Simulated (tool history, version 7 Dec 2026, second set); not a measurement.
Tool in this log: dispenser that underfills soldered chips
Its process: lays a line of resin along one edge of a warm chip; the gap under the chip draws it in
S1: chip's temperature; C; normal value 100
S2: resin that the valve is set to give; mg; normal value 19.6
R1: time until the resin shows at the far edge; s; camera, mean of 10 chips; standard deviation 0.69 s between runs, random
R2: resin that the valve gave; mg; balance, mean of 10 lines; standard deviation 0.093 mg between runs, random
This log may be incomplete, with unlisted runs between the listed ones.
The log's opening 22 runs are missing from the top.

run,hour,S1,S2,R1,R2
23,110.0,100,22.8,77.3,22.12
# hour 112.9: new syringe of resin
24,114.5,100,22.8,65.5,22.05
25,120.0,100,22.8,78.8,21.84
# hour 122.7: new syringe of resin
26,126.5,98,23.9,78.2,22.92
27,131.9,110,25.0,56.4,24.08
# hour 132.5: new syringe of resin
# hour 135.6: dispensing valve cleaned and set on the balance
28,136.8,108,20.5,49.5,20.35
29,140.7,108,20.5,58.5,20.37
# hour 143.4: new syringe of resin
30,144.0,108,20.5,46.8,20.32
31,147.1,108,20.5,50.7,20.46
# hour 153.2: new syringe of resin
32,154.0,105,19.2,52.6,19.11
33,158.3,105,19.2,61.1,18.80
34,161.1,102,18.7,73.5,18.46
# hour 163.1: new syringe of resin
35,165.0,113,17.4,40.0,17.06

5 ways to go on from here, each from the tool as it stands after run 35. What would each give?
A,170.5,102,16.9,?,?
B,170.5,112,17.1,?,?
C,170.5,100,19.1,?,?
D,170.5,108,17.4,?,?
E,170.5,96,23.6,?,?

run,R1,R2
A,75.4,16.56
B,50.8,16.76
C,80.5,18.91
D,57.5,17.14
E,94.0,23.09
Without the tool's hidden state the same runs would have given:
run,R1,R2
A,58.3,16.88
B,39.5,17.09
C,62.5,19.28
D,44.4,17.47
E,73.0,23.54
